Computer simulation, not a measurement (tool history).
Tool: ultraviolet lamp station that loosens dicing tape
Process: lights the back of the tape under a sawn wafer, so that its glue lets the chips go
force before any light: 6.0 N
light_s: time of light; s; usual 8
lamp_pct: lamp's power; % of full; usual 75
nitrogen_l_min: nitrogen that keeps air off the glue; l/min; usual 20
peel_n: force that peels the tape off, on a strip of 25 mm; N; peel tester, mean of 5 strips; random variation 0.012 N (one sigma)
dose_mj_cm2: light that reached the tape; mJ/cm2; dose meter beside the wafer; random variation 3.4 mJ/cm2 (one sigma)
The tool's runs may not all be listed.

| run | hour | light_s | lamp_pct | nitrogen_l_min | peel_n | dose_mj_cm2 |
|---|---|---|---|---|---|---|
| 1 | 0.0 | 8 | 75 | 20 | 0.647 | 485 |
| 2 | 12.4 | 8 | 75 | 20 | 0.664 | 487 |
| 3 | 23.8 | 8 | 75 | 20 | 0.707 | 483 |
| 4 | 43.9 | 8 | 75 | 7 | 1.178 | 478 |
| 5 | 66.7 | 8 | 73 | 20 | 0.714 | 461 |
| 6 | 87.1 | 8 | 73 | 20 | 0.763 | 458 |
| 7 | 104.1 | 8 | 73 | 20 | 0.766 | 451 |
|  | 118.8 | window cleaned of glue's vapour |
| 8 | 126.1 | 8 | 73 | 20 | 0.794 | 432 |
| 9 | 145.0 | 8 | 73 | 20 | 0.778 | 430 |
| 10 | 166.4 | 8 | 75 | 20 | 0.798 | 443 |
| 11 | 179.1 | 8 | 75 | 20 | 0.801 | 440 |
| 12 | 188.6 | 9 | 75 | 20 | 0.671 | 489 |
| 13 | 209.2 | 9 | 75 | 20 | 0.655 | 492 |
| 14 | 220.8 | 8 | 75 | 20 | 0.834 | 436 |
| 15 | 241.9 | 8 | 75 | 20 | 0.857 | 432 |
|  | 255.8 | window cleaned of glue's vapour, once more |
| 16 | 262.7 | 8 | 75 | 20 | 0.633 | 495 |
| 17 | 285.7 | 10 | 75 | 20 | 0.456 | 618 |
| 18 | 300.5 | 5 | 75 | 20 | 1.302 | 307 |
| 19 | 310.5 | 5 | 75 | 20 | 1.335 | 309 |
| 20 | 325.9 | 5 | 75 | 20 | 1.396 | 307 |
| 21 | 338.5 | 5 | 75 | 20 | 1.361 | 302 |
| 22 | 357.6 | 8 | 90 | 20 | 0.479 | 580 |
| 23 | 373.8 | 14 | 90 | 8 | 0.332 | 1010 |
| 24 | 397.1 | 5 | 90 | 32 | 0.881 | 352 |
| 25 | 417.3 | 6 | 81 | 27 | 0.867 | 383 |
| 26 | 437.5 | 12 | 75 | 15 | 0.403 | 709 |
| 27 | 451.9 | 8 | 63 | 12 | 1.171 | 394 |
| 28 | 461.4 | 12 | 81 | 24 | 0.292 | 760 |
| 29 | 477.3 | 12 | 81 | 24 | 0.291 | 750 |
| 30 | 490.5 | 8 | 66 | 27 | 0.752 | 406 |

Run 31 comes next. What will it give?
| 31 | 510.4 | 6 | 81 | 27 | ? | ? |

{"run 31": {"peel_n": 0.887, "dose_mj_cm2": 375}}
Without the tool's hidden state the same run would have given peel_n 0.680 N, dose_mj_cm2 438 mJ/cm2.

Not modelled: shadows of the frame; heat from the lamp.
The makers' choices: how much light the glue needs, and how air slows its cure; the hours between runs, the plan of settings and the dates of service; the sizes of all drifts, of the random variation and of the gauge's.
